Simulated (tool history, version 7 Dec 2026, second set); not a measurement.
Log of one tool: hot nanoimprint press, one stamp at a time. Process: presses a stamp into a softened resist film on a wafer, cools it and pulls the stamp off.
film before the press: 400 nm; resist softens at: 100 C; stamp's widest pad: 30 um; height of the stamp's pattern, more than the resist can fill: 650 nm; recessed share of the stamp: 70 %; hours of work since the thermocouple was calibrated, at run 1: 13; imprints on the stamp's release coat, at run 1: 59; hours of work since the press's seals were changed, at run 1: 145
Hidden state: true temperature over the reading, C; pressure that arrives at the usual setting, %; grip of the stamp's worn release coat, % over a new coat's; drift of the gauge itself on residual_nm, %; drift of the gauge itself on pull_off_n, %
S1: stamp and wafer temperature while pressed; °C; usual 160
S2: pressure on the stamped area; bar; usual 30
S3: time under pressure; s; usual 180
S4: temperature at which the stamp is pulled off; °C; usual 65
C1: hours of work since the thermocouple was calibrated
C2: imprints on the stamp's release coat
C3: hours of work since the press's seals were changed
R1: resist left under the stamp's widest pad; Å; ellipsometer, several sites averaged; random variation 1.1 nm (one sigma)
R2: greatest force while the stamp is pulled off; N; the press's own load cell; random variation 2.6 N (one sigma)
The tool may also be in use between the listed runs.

Run 1, hour 0: usual settings; C1 13; C2 59; C3 145. Result: R1 2041 Å, R2 165 N.
Run 2, hour 64.3: usual settings; C1 44; C2 204; C3 177. Result: R1 2031 Å, R2 168 N.
Run 3, hour 105.8: usual settings; C1 64; C2 298; C3 197. Result: R1 2054 Å, R2 167 N.
Run 4, hour 170: usual settings; C1 96; C2 442; C3 228. Result: R1 2057 Å, R2 171 N.
Run 5, hour 231.5: usual settings; C1 126; C2 581; C3 258. Result: R1 2078 Å, R2 176 N.
Run 6, hour 270.3: usual settings but S4 54 °C; C1 145; C2 668; C3 277. Result: R1 2079 Å, R2 214 N.
Run 7, hour 327.2: usual settings but S4 61 °C; C1 173; C2 797; C3 305. Result: R1 2088 Å, R2 197 N.
Run 8, hour 362.9: usual settings but S4 61 °C; C1 190; C2 877; C3 322. Result: R1 2094 Å, R2 195 N.
Run 9, hour 395.9: usual settings but S4 61 °C; C1 206; C2 952; C3 338. Result: R1 2086 Å, R2 200 N.
Run 10, hour 429: usual settings but S2 36.7 bar; C1 222; C2 1026; C3 355. Result: R1 1950 Å, R2 185 N.
Run 11, hour 479.6: usual settings but S2 36.7 bar; C1 247; C2 1140; C3 379. Result: R1 1961 Å, R2 188 N.
Run 12, hour 519: usual settings but S2 36.7 bar; C1 266; C2 1229; C3 399. Result: R1 1950 Å, R2 188 N.
Run 13, hour 568.8: usual settings but S2 36.7 bar; C1 291; C2 1341; C3 423. Result: R1 1970 Å, R2 185 N.
Run 14, hour 609: usual settings; C1 310; C2 1432; C3 442. Result: R1 2165 Å, R2 192 N.
At hour 615.2: plate thermocouple calibrated.
Run 15, hour 643.4: usual settings; C1 14; C2 1503; C3 458. Result: R1 2174 Å, R2 190 N.
At hour 657.9: stamp cleaned and given a new release coat.
Run 16, hour 698.1: usual settings but S2 45.1 bar, S3 121 s; C1 38; C2 90; C3 482. Result: R1 2117 Å, R2 166 N.

Run 17 comes next. What will it give?
Run 17, hour 740.9: usual settings but S2 32.7 bar, S3 255 s; C1 58; C2 187; C3 502. Result: R1 ?, R2 ?.

Run 17 gave R1 1865 Å, R2 175 N.
Without the tool's hidden state the same run would have given R1 1723 Å, R2 167 N.

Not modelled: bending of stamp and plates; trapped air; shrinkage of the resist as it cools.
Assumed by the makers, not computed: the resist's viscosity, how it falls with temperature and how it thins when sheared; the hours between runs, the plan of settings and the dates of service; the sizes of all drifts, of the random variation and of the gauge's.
